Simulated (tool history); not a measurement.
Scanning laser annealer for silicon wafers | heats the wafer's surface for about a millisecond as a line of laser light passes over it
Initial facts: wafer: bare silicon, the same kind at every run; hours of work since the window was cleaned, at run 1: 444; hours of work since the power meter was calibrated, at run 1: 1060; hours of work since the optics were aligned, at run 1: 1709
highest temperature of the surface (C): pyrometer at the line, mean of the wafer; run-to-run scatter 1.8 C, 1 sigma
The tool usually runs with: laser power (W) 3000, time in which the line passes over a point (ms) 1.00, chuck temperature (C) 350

run	hour	laser power (W)	time in which the line passes over a point (ms)	chuck temperature (C)	hours of work since the window was cleaned	hours of work since the power meter was calibrated	hours of work since the optics were aligned	highest temperature of the surface (C)
1	0.0	3000	1.00	350	444	1060	1709	1026
2	54.7	3000	1.00	350	470	1086	1735	1022
3	84.2	3000	1.00	350	484	1100	1749	1023
# hour 115.8: optics aligned, line set to its width
4	133.6	3000	1.00	363	505	1121	8	1034
# hour 180.4: window over the wafer cleaned
5	192.4	3000	1.00	324	6	1148	35	1027
6	234.0	3000	1.00	324	25	1168	55	1027
# hour 243.2: optics aligned, line set to its width, once more
7	284.6	3000	1.00	340	47	1190	20	1060
8	314.0	3000	1.00	340	61	1204	34	1058
9	344.0	3000	1.00	340	75	1218	48	1056
10	372.3	3000	0.87	340	89	1231	61	1001
11	401.0	3000	1.21	350	102	1245	75	1148
12	434.1	3000	1.21	350	118	1261	91	1148
13	486.5	3000	1.21	350	143	1285	116	1146
14	524.9	3000	1.00	350	161	1304	134	1059
15	553.9	3000	1.00	350	175	1317	148	1065
16	599.1	3000	1.00	360	196	1339	169	1071
17	640.1	3000	1.00	360	216	1358	188	1069
18	692.9	3000	1.00	360	241	1383	214	1069
19	730.5	3068	1.00	360	259	1401	231	1081
20	780.1	2674	1.00	360	282	1425	255	974
21	812.7	3238	1.19	329	298	1440	270	1174
22	865.5	3238	1.08	329	323	1465	295	1129
23	902.2	2753	1.24	356	340	1483	313	1071
24	939.4	2753	1.24	356	358	1500	331	1068
25	978.3	3111	0.99	324	376	1519	349	1046
26	1007.0	3111	0.78	369	390	1533	363	1001
27	1042.8	3111	0.78	369	407	1550	380	997
28	1068.9	2972	0.78	335	419	1562	392	930
29	1094.7	2972	0.78	335	432	1574	404	927
30	1127.5	2972	0.78	335	447	1590	420	926
31	1182.3	3000	0.94	337	473	1616	446	1004

The next listed run, before its measurement:
32	1242.0	3078	0.79	316	502	1644	474	?

Run 32 came out at highest temperature of the surface (C) 933.
With the hidden condition absent and the run-to-run variation left alone, this run would have shown highest temperature of the surface (C) 959.

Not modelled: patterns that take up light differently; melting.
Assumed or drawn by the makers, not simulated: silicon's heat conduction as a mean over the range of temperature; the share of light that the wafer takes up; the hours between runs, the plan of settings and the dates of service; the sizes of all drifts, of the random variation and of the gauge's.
